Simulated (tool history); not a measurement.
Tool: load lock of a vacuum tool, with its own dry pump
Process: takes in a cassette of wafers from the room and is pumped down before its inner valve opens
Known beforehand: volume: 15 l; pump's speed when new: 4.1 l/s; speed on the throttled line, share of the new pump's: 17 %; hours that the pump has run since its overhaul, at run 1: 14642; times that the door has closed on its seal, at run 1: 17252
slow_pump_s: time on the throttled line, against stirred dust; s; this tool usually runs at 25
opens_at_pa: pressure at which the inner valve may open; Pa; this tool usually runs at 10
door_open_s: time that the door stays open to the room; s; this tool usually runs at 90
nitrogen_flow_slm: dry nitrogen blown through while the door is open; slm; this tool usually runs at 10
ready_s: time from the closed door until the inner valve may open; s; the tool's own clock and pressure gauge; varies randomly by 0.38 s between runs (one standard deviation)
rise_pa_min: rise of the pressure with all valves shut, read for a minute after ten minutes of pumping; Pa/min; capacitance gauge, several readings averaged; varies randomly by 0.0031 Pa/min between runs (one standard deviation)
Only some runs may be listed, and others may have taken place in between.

run      day  slow_pump_s  opens_at_pa  door_open_s  nitrogen_flow_slm  hours that the pump has run since its overhaul  times that the door has closed on its seal  incoming humidity of the room's air, %  ready_s  rise_pa_min
  1    0.000           25           10           90                 10                                           14642                                       17252                                    47.6     58.6        0.161
  2   10.962           25           10           90                 10                                           14905                                       17728                                    41.5     58.9        0.146
  3   20.000           25           10           90                 10                                           15122                                       18119                                    46.3     58.9        0.162
  4   28.621           25           10           90                 10                                           15329                                       18493                                    45.4     58.6        0.157
  5   40.196           25           10           90                 10                                           15607                                       18994                                    45.3     59.1        0.169
  6   51.329           25           10           90                 10                                           15874                                       19477                                    44.8     59.4        0.169
  7   58.633           25           10           90                 10                                           16049                                       19794                                    46.0     59.5        0.172
  8   64.546           25           10           90                 10                                           16191                                       20050                                    45.5     58.8        0.175
  9   70.212           25           19           90                 10                                           16327                                       20295                                    44.1     56.4        0.172
 10   82.621           25           19           90                 10                                           16625                                       20833                                    41.9     55.9        0.173
 11   90.596           25           16           90                 10                                           16816                                       21179                                    44.9     56.4        0.179
 12  101.342           25           10           90                 10                                           17074                                       21645                                    48.5     59.2        0.186
 13  109.633           25           10           90                 10                                           17273                                       22004                                    42.4     58.8        0.183
 14  117.125           25           10           90                 10                                           17453                                       22329                                    47.1     59.5        0.194
 15  124.354           25           10           90                 10                                           17626                                       22642                                    48.5     59.4        0.202
 16  134.996           25           10           90                 10                                           17882                                       23103                                    47.4     59.4        0.208
 17  140.667           25            8          150                 10                                           18018                                       23349                                    43.2     60.8        0.213
 18  146.879           47           10           90                 10                                           18167                                       23618                                    47.4     77.0        0.203
 19  159.692           14           10           33                 10                                           18474                                       24174                                    45.5     50.6        0.187

Run 20 has not been measured yet. What should we expect?
 20  165.692           14           10           33                 10                                           18618                                       24434                                    43.3        ?            ?

{"run 20": {"ready_s": 51.4, "rise_pa_min": 0.188}}
With the hidden condition absent and the run-to-run variation left alone, this run would have shown ready_s 46.5 s, rise_pa_min 0.051 Pa/min.

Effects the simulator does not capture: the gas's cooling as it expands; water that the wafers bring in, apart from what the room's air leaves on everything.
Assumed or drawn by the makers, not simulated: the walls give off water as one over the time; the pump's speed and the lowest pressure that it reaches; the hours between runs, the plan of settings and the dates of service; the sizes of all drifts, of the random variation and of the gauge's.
